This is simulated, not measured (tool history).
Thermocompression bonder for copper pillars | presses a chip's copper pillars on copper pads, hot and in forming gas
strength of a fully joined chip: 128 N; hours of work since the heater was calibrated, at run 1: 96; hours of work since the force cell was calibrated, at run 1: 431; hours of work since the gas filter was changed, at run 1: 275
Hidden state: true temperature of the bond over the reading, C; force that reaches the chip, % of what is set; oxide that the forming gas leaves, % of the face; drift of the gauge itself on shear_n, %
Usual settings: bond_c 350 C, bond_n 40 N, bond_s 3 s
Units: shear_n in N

run,hour,bond_c,bond_n,bond_s,hours of work since the heater was calibrated,hours of work since the force cell was calibrated,hours of work since the gas filter was changed,shear_n
1,0.0,350,40,3,96,431,275,76.7
2,10.5,350,40,3,104,439,283,77.2
3,25.7,350,40,2,116,451,295,67.7
4,39.1,350,29,2,127,462,306,48.7
5,51.4,350,29,2,137,471,316,48.5
6,67.7,350,29,2,149,484,328,48.8
7,78.2,350,29,2,158,493,337,48.4
8,95.2,350,29,2,171,506,350,48.4
9,114.0,377,40,3,186,521,365,93.4
10,127.0,377,40,3,196,531,375,93.3
11,149.3,377,40,3,214,549,393,93.0
12,162.4,350,40,3,224,559,403,76.8
# hour 174.8: forming gas filter changed
13,179.6,350,40,3,238,572,4,77.6
14,194.4,350,40,3,249,584,16,78.0
15,208.3,350,40,3,260,595,26,77.5
16,219.1,350,40,3,269,603,35,77.7
17,238.4,350,40,3,284,619,50,77.9
18,255.7,350,48,3,298,632,64,89.7
19,270.6,350,48,3,309,644,76,89.4
20,284.4,350,48,3,320,655,87,89.7
21,298.6,336,53,2,332,666,98,77.4
22,320.5,370,47,3,349,684,115,100.0
23,338.7,370,52,2,363,698,129,97.1
24,360.7,370,52,2,381,715,147,96.8
25,372.1,350,53,2,390,724,156,86.0
26,392.3,350,40,2,406,740,172,67.5
27,405.9,328,49,4,416,751,183,81.8
28,419.7,338,49,2,427,762,193,72.8
29,432.1,348,28,3,437,772,203,53.0
30,450.5,370,55,3,452,786,218,107.2
31,474.2,370,55,3,470,805,237,107.8

The same runs without the tool's hidden state, with the same run-to-run variation:
run,shear_n
1,79.7
2,80.3
3,70.6
4,51.1
5,50.9
6,51.3
7,51.0
8,51.0
9,97.1
10,97.2
11,96.9
12,80.6
13,79.9
14,80.3
15,79.9
16,80.1
17,80.4
18,92.4
19,92.1
20,92.5
21,80.3
22,102.9
23,100.1
24,100.0
25,89.3
26,70.7
27,85.2
28,76.2
29,56.0
30,110.6
31,111.3
